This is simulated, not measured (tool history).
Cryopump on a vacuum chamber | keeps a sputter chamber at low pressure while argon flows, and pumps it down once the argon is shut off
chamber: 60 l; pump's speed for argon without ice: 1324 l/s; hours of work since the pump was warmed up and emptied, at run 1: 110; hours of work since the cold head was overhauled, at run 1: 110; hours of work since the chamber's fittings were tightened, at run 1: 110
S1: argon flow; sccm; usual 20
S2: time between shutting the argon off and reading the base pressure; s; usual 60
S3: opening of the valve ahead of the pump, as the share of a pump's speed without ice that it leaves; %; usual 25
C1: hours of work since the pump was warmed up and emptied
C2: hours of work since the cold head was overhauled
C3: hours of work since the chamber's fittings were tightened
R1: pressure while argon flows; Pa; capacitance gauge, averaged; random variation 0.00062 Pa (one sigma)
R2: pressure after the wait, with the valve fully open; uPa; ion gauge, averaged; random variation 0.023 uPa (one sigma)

| run | day | S1 | S2 | S3 | C1 | C2 | C3 | R1 | R2 |
|---|---|---|---|---|---|---|---|---|---|
| 1 | 0 | 20 | 60 | 25 | 110 | 110 | 110 | 0.1023 | 0.82 |
| 2 | 2.054 | 13 | 60 | 25 | 137 | 137 | 137 | 0.0679 | 0.82 |
| 3 | 3.879 | 32 | 60 | 25 | 161 | 161 | 161 | 0.1672 | 0.85 |
| 4 | 5.512 | 32 | 60 | 25 | 183 | 183 | 183 | 0.1669 | 0.85 |
| 5 | 7.592 | 32 | 60 | 25 | 210 | 210 | 210 | 0.1687 | 0.88 |
| 6 | 10.021 | 32 | 53 | 25 | 242 | 242 | 242 | 0.1674 | 0.98 |
| 7 | 12.229 | 15 | 53 | 25 | 271 | 271 | 271 | 0.0801 | 0.99 |
| 8 | 14.8 | 20 | 60 | 25 | 305 | 305 | 305 | 0.107 | 0.94 |
| 9 | 16.196 | 20 | 60 | 25 | 323 | 323 | 323 | 0.1082 | 0.94 |
| 10 | 18.567 | 12 | 60 | 25 | 354 | 354 | 354 | 0.0648 | 1 |
| 11 | 20.358 | 12 | 60 | 25 | 378 | 378 | 378 | 0.064 | 1.02 |
| 12 | 22.4 | 12 | 60 | 25 | 404 | 404 | 404 | 0.0645 | 1 |
| 13 | 23.688 | 12 | 60 | 25 | 421 | 421 | 421 | 0.0639 | 1.06 |
| 14 | 25.467 | 12 | 64 | 25 | 445 | 445 | 445 | 0.0652 | 1.01 |
| 15 | 26.746 | 25 | 262 | 58 | 461 | 461 | 461 | 0.063 | 0.78 |
| 16 | 28.646 | 25 | 262 | 58 | 486 | 486 | 486 | 0.063 | 0.78 |

Run 17 comes next. What will it give?
| 17 | 30.442 | 24 | 262 | 54 | 510 | 510 | 510 | ? | ? |

Run 17 gave R1 0.0639 Pa, R2 0.79 uPa.
Without the tool's hidden state the same run would have given R1 0.0558 Pa, R2 0.31 uPa.
